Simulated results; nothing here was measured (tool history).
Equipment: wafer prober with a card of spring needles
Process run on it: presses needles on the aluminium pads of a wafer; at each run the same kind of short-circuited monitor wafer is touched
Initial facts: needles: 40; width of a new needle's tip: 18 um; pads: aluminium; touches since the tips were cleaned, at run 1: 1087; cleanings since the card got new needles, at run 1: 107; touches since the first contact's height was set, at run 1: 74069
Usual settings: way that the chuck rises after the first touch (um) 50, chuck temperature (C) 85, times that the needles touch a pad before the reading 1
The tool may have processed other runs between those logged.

run,hour,way that the chuck rises after the first touch (um),chuck temperature (C),times that the needles touch a pad before the reading,touches since the tips were cleaned,cleanings since the card got new needles,touches since the first contact's height was set,resistance of one needle with its contact and lead (mohm),way that a needle slides on the pad (um)
1,0,50,85,1,1087,107,74069,201,11.78
# hour 1.5: tips cleaned on abrasive film
# hour 5: tips cleaned on abrasive film
# hour 7.8: tips cleaned on abrasive film
# hour 10.6: tips cleaned on abrasive film
# hour 13.4: tips cleaned on abrasive film
# hour 16.9: tips cleaned on abrasive film
# hour 20.4: tips cleaned on abrasive film
2,21.3,50,85,1,499,114,85478,195,11.84
# hour 23.5: tips cleaned on abrasive film
# hour 26.3: tips cleaned on abrasive film
# hour 29.1: tips cleaned on abrasive film
# hour 32.6: tips cleaned on abrasive film
# hour 35.5: tips cleaned on abrasive film
# hour 38.3: tips cleaned on abrasive film
# hour 41.8: tips cleaned on abrasive film
# hour 45.3: tips cleaned on abrasive film
# hour 48.1: tips cleaned on abrasive film
# hour 51.6: tips cleaned on abrasive film
3,52.7,50,85,1,594,124,102249,200,11.52
# hour 54.8: tips cleaned on abrasive film
# hour 57.7: tips cleaned on abrasive film
# hour 60.7: height of the first contact set anew
# hour 61.5: tips cleaned on abrasive film
# hour 65: tips cleaned on abrasive film
# hour 67.8: tips cleaned on abrasive film
# hour 70.6: tips cleaned on abrasive film
# hour 74.1: tips cleaned on abrasive film
# hour 76.9: tips cleaned on abrasive film
4,78,50,85,1,603,132,9256,203,10.69
# hour 80.2: tips cleaned on abrasive film
# hour 83.7: tips cleaned on abrasive film
# hour 87.2: tips cleaned on abrasive film
# hour 90: tips cleaned on abrasive film
# hour 92.8: tips cleaned on abrasive film
# hour 95.7: tips cleaned on abrasive film
# hour 99.2: tips cleaned on abrasive film
# hour 102.6: tips cleaned on abrasive film
5,102.6,50,85,1,0,140,22380,190,10.42
# hour 105.4: tips cleaned on abrasive film
# hour 108.2: tips cleaned on abrasive film
# hour 111.7: tips cleaned on abrasive film
# hour 114.6: tips cleaned on abrasive film
# hour 118.1: tips cleaned on abrasive film
# hour 121.6: tips cleaned on abrasive film
# hour 125.1: tips cleaned on abrasive film
# hour 126.7: height of the first contact set anew, once more
# hour 128.2: tips cleaned on abrasive film
# hour 131: tips cleaned on abrasive film
6,132.9,50,85,1,1070,149,3327,198,12.14
# hour 134.4: tips cleaned on abrasive film
# hour 137.2: tips cleaned on abrasive film
# hour 140.7: tips cleaned on abrasive film
# hour 144.2: tips cleaned on abrasive film
# hour 147.7: tips cleaned on abrasive film
# hour 150.6: tips cleaned on abrasive film
7,153.2,42,85,1,1456,155,14189,217,10.45
# hour 154: tips cleaned on abrasive film
# hour 156.8: tips cleaned on abrasive film
# hour 160.3: tips cleaned on abrasive film
# hour 172.3: card fitted with new needles
# hour 175.1: tips cleaned on abrasive film
# hour 178.6: tips cleaned on abrasive film
# hour 182.1: tips cleaned on abrasive film
# hour 185: tips cleaned on abrasive film
# hour 188.5: tips cleaned on abrasive film
# hour 191.3: tips cleaned on abrasive film
# hour 194.1: tips cleaned on abrasive film
# hour 197.6: tips cleaned on abrasive film
8,198.3,42,85,1,399,8,13942,194,10.19
# hour 200.5: tips cleaned on abrasive film
# hour 204: tips cleaned on abrasive film
# hour 206.8: tips cleaned on abrasive film
# hour 210.3: tips cleaned on abrasive film
# hour 213.1: tips cleaned on abrasive film
# hour 216: tips cleaned on abrasive film
9,217.7,42,85,1,942,14,24285,200,10.2
# hour 219.1: tips cleaned on abrasive film
# hour 221.9: tips cleaned on abrasive film
# hour 224.8: tips cleaned on abrasive film
# hour 227.6: tips cleaned on abrasive film
# hour 231.1: tips cleaned on abrasive film
# hour 234.6: tips cleaned on abrasive film
# hour 237.4: tips cleaned on abrasive film
10,238.3,42,85,1,489,21,35309,197,10.24
# hour 240.4: tips cleaned on abrasive film
# hour 243.3: tips cleaned on abrasive film
# hour 246.1: tips cleaned on abrasive film
# hour 249.6: tips cleaned on abrasive film
# hour 252.4: tips cleaned on abrasive film
# hour 255.9: tips cleaned on abrasive film
# hour 258.7: tips cleaned on abrasive film
# hour 261.6: tips cleaned on abrasive film
# hour 265.1: tips cleaned on abrasive film
# hour 268.6: tips cleaned on abrasive film
# hour 271.4: tips cleaned on abrasive film
11,271.6,42,85,1,115,32,53103,190,9.92
# hour 274.4: tips cleaned on abrasive film
# hour 277.9: tips cleaned on abrasive film
# hour 280.8: tips cleaned on abrasive film
# hour 283.6: tips cleaned on abrasive film
# hour 286.4: tips cleaned on abrasive film
# hour 289.9: tips cleaned on abrasive film
# hour 293.4: tips cleaned on abrasive film
# hour 296.9: tips cleaned on abrasive film
12,298.7,50,75,2,969,40,67617,186,11.71
# hour 300.1: tips cleaned on abrasive film
# hour 303: tips cleaned on abrasive film
# hour 306.5: tips cleaned on abrasive film
# hour 309.3: tips cleaned on abrasive film
# hour 312.8: tips cleaned on abrasive film
13,314.7,50,75,2,1046,45,76186,190,11.61

The next listed run, before its measurement:
# hour 316.1: tips cleaned on abrasive film
# hour 319: tips cleaned on abrasive film
# hour 321.8: tips cleaned on abrasive film
# hour 325.3: tips cleaned on abrasive film
# hour 328.1: tips cleaned on abrasive film
# hour 330.9: tips cleaned on abrasive film
# hour 333.8: tips cleaned on abrasive film
14,334.3,42,100,2,302,52,86645,?,?

resistance of one needle with its contact and lead (mohm): 197
way that a needle slides on the pad (um): 9.65
Had the tool carried no hidden state, the very same run would have given resistance of one needle with its contact and lead (mohm) 186, way that a needle slides on the pad (um) 10.5.
